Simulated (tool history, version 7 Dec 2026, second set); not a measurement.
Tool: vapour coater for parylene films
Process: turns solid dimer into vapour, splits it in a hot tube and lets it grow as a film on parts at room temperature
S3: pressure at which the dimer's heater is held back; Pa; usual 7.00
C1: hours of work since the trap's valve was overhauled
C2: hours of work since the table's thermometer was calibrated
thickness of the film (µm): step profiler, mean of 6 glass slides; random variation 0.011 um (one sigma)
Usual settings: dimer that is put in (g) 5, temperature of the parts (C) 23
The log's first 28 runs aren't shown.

Run 29, hour 477.4: usual settings but temperature of the parts (C) 29, S3 2.84 Pa; C1 292; C2 620. Result: thickness of the film (µm) 0.97.
Run 30, hour 494.9: usual settings but temperature of the parts (C) 29, S3 2.84 Pa; C1 300; C2 628. Result: thickness of the film (µm) 0.98.
Run 31, hour 511.6: usual settings but temperature of the parts (C) 29, S3 2.84 Pa; C1 307; C2 636. Result: thickness of the film (µm) 0.96.
Run 32, hour 533.9: usual settings but dimer that is put in (g) 6, temperature of the parts (C) 29, S3 2.84 Pa; C1 317; C2 646. Result: thickness of the film (µm) 1.16.
At hour 541.6: trap's valve overhauled.
Run 33, hour 548.4: usual settings but temperature of the parts (C) 19; C1 3; C2 650. Result: thickness of the film (µm) 1.40.
Run 34, hour 568.6: usual settings but temperature of the parts (C) 19; C1 12; C2 659. Result: thickness of the film (µm) 1.38.
Run 35, hour 585.9: usual settings but temperature of the parts (C) 30, S3 8.70 Pa; C1 20; C2 667. Result: thickness of the film (µm) 0.89.
Run 36, hour 609.0: usual settings but temperature of the parts (C) 30, S3 5.12 Pa; C1 30; C2 677. Result: thickness of the film (µm) 0.92.
Run 37, hour 622.8: usual settings but dimer that is put in (g) 2, temperature of the parts (C) 25, S3 6.44 Pa; C1 36; C2 683. Result: thickness of the film (µm) 0.45.
Run 38, hour 641.6: usual settings but dimer that is put in (g) 7, temperature of the parts (C) 25, S3 2.05 Pa; C1 45; C2 692. Result: thickness of the film (µm) 1.70.
Run 39, hour 651.7: usual settings but dimer that is put in (g) 7, temperature of the parts (C) 25, S3 2.05 Pa; C1 49; C2 696. Result: thickness of the film (µm) 1.67.
Run 40, hour 666.5: usual settings but temperature of the parts (C) 25, S3 2.16 Pa; C1 56; C2 703. Result: thickness of the film (µm) 1.21.
Run 41, hour 685.4: usual settings but dimer that is put in (g) 3, temperature of the parts (C) 20, S3 5.11 Pa; C1 64; C2 711. Result: thickness of the film (µm) 0.80.
Run 42, hour 703.3: usual settings but dimer that is put in (g) 4, temperature of the parts (C) 32; C1 72; C2 719. Result: thickness of the film (µm) 0.68.
Run 43, hour 718.0: usual settings but dimer that is put in (g) 4, temperature of the parts (C) 32; C1 79; C2 726. Result: thickness of the film (µm) 0.67.
Run 44, hour 734.5: usual settings but dimer that is put in (g) 4, temperature of the parts (C) 32; C1 86; C2 733. Result: thickness of the film (µm) 0.69.
Run 45, hour 754.4: usual settings but dimer that is put in (g) 2, S3 11.59 Pa; C1 95; C2 742. Result: thickness of the film (µm) 0.43.
Run 46, hour 767.8: usual settings but dimer that is put in (g) 3, temperature of the parts (C) 20, S3 5.24 Pa; C1 101; C2 748. Result: thickness of the film (µm) 0.80.
Run 47, hour 787.9: usual settings but dimer that is put in (g) 3, S3 5.08 Pa; C1 110; C2 757. Result: thickness of the film (µm) 0.73.

Forecast each of these 5 alternatives for the next run:
Run A, hour 805.0: usual settings but dimer that is put in (g) 3, temperature of the parts (C) 21; C1 117; C2 765. Result: thickness of the film (µm) ?.
Run B, hour 805.0: usual settings but temperature of the parts (C) 34, S3 5.86 Pa; C1 117; C2 765. Result: thickness of the film (µm) ?.
Run C, hour 805.0: usual settings but dimer that is put in (g) 8, temperature of the parts (C) 29, S3 10.98 Pa; C1 117; C2 765. Result: thickness of the film (µm) ?.
Run D, hour 805.0: usual settings but dimer that is put in (g) 3, temperature of the parts (C) 19, S3 9.06 Pa; C1 117; C2 765. Result: thickness of the film (µm) ?.
Run E, hour 805.0: usual settings but temperature of the parts (C) 35, S3 7.08 Pa; C1 117; C2 765. Result: thickness of the film (µm) ?.

run  thickness of the film (µm)
  A                        0.77
  B                        0.80
  C                        1.43
  D                        0.80
  E                        0.75
Without the tool's hidden state the same runs would have given:
run  thickness of the film (µm)
  A                        0.80
  B                        0.83
  C                        1.49
  D                        0.83
  E                        0.78

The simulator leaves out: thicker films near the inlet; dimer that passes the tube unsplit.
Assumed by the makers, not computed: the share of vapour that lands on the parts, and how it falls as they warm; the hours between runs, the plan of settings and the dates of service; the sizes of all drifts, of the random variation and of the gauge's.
